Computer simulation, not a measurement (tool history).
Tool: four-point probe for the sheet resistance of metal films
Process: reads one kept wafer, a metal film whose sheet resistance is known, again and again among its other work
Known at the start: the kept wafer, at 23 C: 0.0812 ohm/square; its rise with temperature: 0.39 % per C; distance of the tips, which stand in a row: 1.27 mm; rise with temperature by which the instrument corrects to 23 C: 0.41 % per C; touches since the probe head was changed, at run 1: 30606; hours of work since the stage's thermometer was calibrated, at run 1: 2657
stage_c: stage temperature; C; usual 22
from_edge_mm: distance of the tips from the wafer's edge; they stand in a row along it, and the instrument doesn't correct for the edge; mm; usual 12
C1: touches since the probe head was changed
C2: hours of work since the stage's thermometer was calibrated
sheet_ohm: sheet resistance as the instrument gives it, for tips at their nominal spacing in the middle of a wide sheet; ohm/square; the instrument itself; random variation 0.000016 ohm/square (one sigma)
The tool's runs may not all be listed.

{"run": 1, "hour": 0.0, "stage_c": 22, "from_edge_mm": 12, "C1": 30606, "C2": 2657, "sheet_ohm": 0.081576}
{"run": 2, "hour": 95.1, "stage_c": 22, "from_edge_mm": 12, "C1": 32687, "C2": 2709, "sheet_ohm": 0.08158}
{"run": 3, "hour": 156.9, "stage_c": 22, "from_edge_mm": 12, "C1": 34038, "C2": 2742, "sheet_ohm": 0.081565}
{"run": 4, "hour": 246.7, "stage_c": 22, "from_edge_mm": 12, "C1": 36003, "C2": 2790, "sheet_ohm": 0.081553}
{"hour": 270.5, "done": "stage's thermometer calibrated"}
{"run": 5, "hour": 335.9, "stage_c": 22, "from_edge_mm": 12, "C1": 37944, "C2": 35, "sheet_ohm": 0.081297}
{"run": 6, "hour": 426.3, "stage_c": 22, "from_edge_mm": 60, "C1": 39922, "C2": 84, "sheet_ohm": 0.08085}
{"run": 7, "hour": 500.5, "stage_c": 22, "from_edge_mm": 60, "C1": 41544, "C2": 124, "sheet_ohm": 0.080846}
{"run": 8, "hour": 551.7, "stage_c": 18, "from_edge_mm": 12, "C1": 42665, "C2": 152, "sheet_ohm": 0.081347}
{"run": 9, "hour": 608.2, "stage_c": 25, "from_edge_mm": 12, "C1": 43901, "C2": 182, "sheet_ohm": 0.081238}
{"run": 10, "hour": 684.4, "stage_c": 35, "from_edge_mm": 12, "C1": 45568, "C2": 223, "sheet_ohm": 0.0811}
{"run": 11, "hour": 788.8, "stage_c": 32, "from_edge_mm": 12, "C1": 47851, "C2": 280, "sheet_ohm": 0.081152}
{"run": 12, "hour": 905.9, "stage_c": 32, "from_edge_mm": 12, "C1": 50414, "C2": 343, "sheet_ohm": 0.081136}
{"run": 13, "hour": 959.5, "stage_c": 28, "from_edge_mm": 10, "C1": 51585, "C2": 372, "sheet_ohm": 0.081408}
{"run": 14, "hour": 1083.4, "stage_c": 28, "from_edge_mm": 10, "C1": 54295, "C2": 439, "sheet_ohm": 0.08141}
{"run": 15, "hour": 1137.6, "stage_c": 22, "from_edge_mm": 44, "C1": 55482, "C2": 468, "sheet_ohm": 0.080833}
{"run": 16, "hour": 1224.4, "stage_c": 22, "from_edge_mm": 10, "C1": 57380, "C2": 515, "sheet_ohm": 0.081489}
{"run": 17, "hour": 1283.0, "stage_c": 33, "from_edge_mm": 5, "C1": 58663, "C2": 547, "sheet_ohm": 0.083325}
{"run": 18, "hour": 1370.1, "stage_c": 33, "from_edge_mm": 5, "C1": 60567, "C2": 593, "sheet_ohm": 0.083343}
{"run": 19, "hour": 1482.1, "stage_c": 29, "from_edge_mm": 4, "C1": 63017, "C2": 654, "sheet_ohm": 0.084847}
{"run": 20, "hour": 1554.0, "stage_c": 21, "from_edge_mm": 4, "C1": 64590, "C2": 693, "sheet_ohm": 0.084964}
{"run": 21, "hour": 1644.6, "stage_c": 21, "from_edge_mm": 4, "C1": 66572, "C2": 742, "sheet_ohm": 0.084959}
{"run": 22, "hour": 1750.3, "stage_c": 21, "from_edge_mm": 4, "C1": 68884, "C2": 799, "sheet_ohm": 0.084999}
{"run": 23, "hour": 1873.8, "stage_c": 21, "from_edge_mm": 4, "C1": 71587, "C2": 865, "sheet_ohm": 0.084975}

Forecast each of these 5 alternatives for the next run:
{"run": "A", "hour": 1941.1, "stage_c": 34, "from_edge_mm": 7, "C1": 73059, "C2": 902, "sheet_ohm": "?"}
{"run": "B", "hour": 1941.1, "stage_c": 25, "from_edge_mm": 3, "C1": 73059, "C2": 902, "sheet_ohm": "?"}
{"run": "C", "hour": 1941.1, "stage_c": 29, "from_edge_mm": 4, "C1": 73059, "C2": 902, "sheet_ohm": "?"}
{"run": "D", "hour": 1941.1, "stage_c": 22, "from_edge_mm": 4, "C1": 73059, "C2": 902, "sheet_ohm": "?"}
{"run": "E", "hour": 1941.1, "stage_c": 34, "from_edge_mm": 56, "C1": 73059, "C2": 902, "sheet_ohm": "?"}

run=A sheet_ohm=0.082024
run=B sheet_ohm=0.087798
run=C sheet_ohm=0.084856
run=D sheet_ohm=0.084924
run=E sheet_ohm=0.08064
Without the tool's hidden state the same runs would have given:
run=A sheet_ohm=0.082448
run=B sheet_ohm=0.088246
run=C sheet_ohm=0.085292
run=D sheet_ohm=0.085358
run=E sheet_ohm=0.081057

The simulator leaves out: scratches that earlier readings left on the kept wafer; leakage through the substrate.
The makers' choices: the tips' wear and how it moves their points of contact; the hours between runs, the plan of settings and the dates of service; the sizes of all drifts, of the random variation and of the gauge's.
